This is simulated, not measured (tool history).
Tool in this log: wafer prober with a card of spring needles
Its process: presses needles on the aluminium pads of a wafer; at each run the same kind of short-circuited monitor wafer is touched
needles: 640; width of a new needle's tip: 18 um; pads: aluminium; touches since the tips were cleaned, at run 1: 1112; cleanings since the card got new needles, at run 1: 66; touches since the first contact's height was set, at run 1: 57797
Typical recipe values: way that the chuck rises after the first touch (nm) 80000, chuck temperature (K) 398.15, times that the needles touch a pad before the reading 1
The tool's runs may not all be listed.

run,hour,way that the chuck rises after the first touch (nm),chuck temperature (K),times that the needles touch a pad before the reading,touches since the tips were cleaned,cleanings since the card got new needles,touches since the first contact's height was set,resistance of one needle with its contact and lead (mohm),way that a needle slides on the pad (nm)
1,0.0,80000,398.15,1,1112,66,57797,309,15050
# hour 3.1: tips cleaned on abrasive film
# hour 7.3: tips cleaned on abrasive film
2,10.6,80000,346.15,1,1867,68,63692,303,15120
# hour 11.6: tips cleaned on abrasive film
# hour 16.3: tips cleaned on abrasive film
3,17.6,80000,346.15,1,775,70,67569,289,15050
# hour 20.7: tips cleaned on abrasive film
# hour 25.3: tips cleaned on abrasive film
# hour 30.2: tips cleaned on abrasive film
4,32.7,80000,330.15,1,1400,73,75948,302,14860
# hour 34.8: tips cleaned on abrasive film
# hour 39.7: tips cleaned on abrasive film
# hour 44.5: tips cleaned on abrasive film
5,46.1,80000,330.15,1,880,76,83366,294,14900
# hour 49.3: tips cleaned on abrasive film
# hour 53.9: tips cleaned on abrasive film
6,56.9,80000,330.15,1,1731,78,89399,310,14790
# hour 58.0: tips cleaned on abrasive film
# hour 58.3: height of the first contact set anew
# hour 62.7: tips cleaned on abrasive film
# hour 67.1: tips cleaned on abrasive film
# hour 71.6: tips cleaned on abrasive film
7,71.6,79000,398.15,1,34,82,7389,294,14240
# hour 76.2: tips cleaned on abrasive film
# hour 80.8: tips cleaned on abrasive film
8,80.8,80000,350.15,1,0,84,12476,283,14420
# hour 85.4: tips cleaned on abrasive film
# hour 90.0: tips cleaned on abrasive film
# hour 94.2: tips cleaned on abrasive film
9,95.8,80000,350.15,1,933,87,20845,299,14420
# hour 98.9: tips cleaned on abrasive film
10,102.8,84000,338.15,3,2217,88,24722,288,15080
# hour 103.8: tips cleaned on abrasive film
# hour 108.3: tips cleaned on abrasive film
11,112.3,64000,319.15,1,2255,90,30003,333,11240
# hour 113.2: tips cleaned on abrasive film
# hour 117.8: tips cleaned on abrasive film
# hour 122.4: tips cleaned on abrasive film
12,125.1,64000,319.15,1,1500,93,37083,319,11220

5 ways to go on from here, each from the tool as it stands after run 12. What would each give?
# hour 127.1: tips cleaned on abrasive film
# hour 132.0: tips cleaned on abrasive film
A,134.0,65000,398.15,1,1116,95,42034,?,?
# hour 127.1: tips cleaned on abrasive film
# hour 132.0: tips cleaned on abrasive film
B,134.0,80000,317.15,2,1116,95,42034,?,?
# hour 127.1: tips cleaned on abrasive film
# hour 132.0: tips cleaned on abrasive film
C,134.0,80000,298.15,1,1116,95,42034,?,?
# hour 127.1: tips cleaned on abrasive film
# hour 132.0: tips cleaned on abrasive film
D,134.0,64000,319.15,1,1116,95,42034,?,?
# hour 127.1: tips cleaned on abrasive film
# hour 132.0: tips cleaned on abrasive film
E,134.0,80000,310.15,3,1116,95,42034,?,?

run,resistance of one needle with its contact and lead (mohm),way that a needle slides on the pad (nm)
A,331,11370
B,288,14260
C,289,14270
D,306,11260
E,274,14320
With the hidden condition removed and each run's random variation left untouched, the same runs would have given:
run,resistance of one needle with its contact and lead (mohm),way that a needle slides on the pad (nm)
A,292,12560
B,270,15460
C,259,15470
D,263,12450
E,263,15510

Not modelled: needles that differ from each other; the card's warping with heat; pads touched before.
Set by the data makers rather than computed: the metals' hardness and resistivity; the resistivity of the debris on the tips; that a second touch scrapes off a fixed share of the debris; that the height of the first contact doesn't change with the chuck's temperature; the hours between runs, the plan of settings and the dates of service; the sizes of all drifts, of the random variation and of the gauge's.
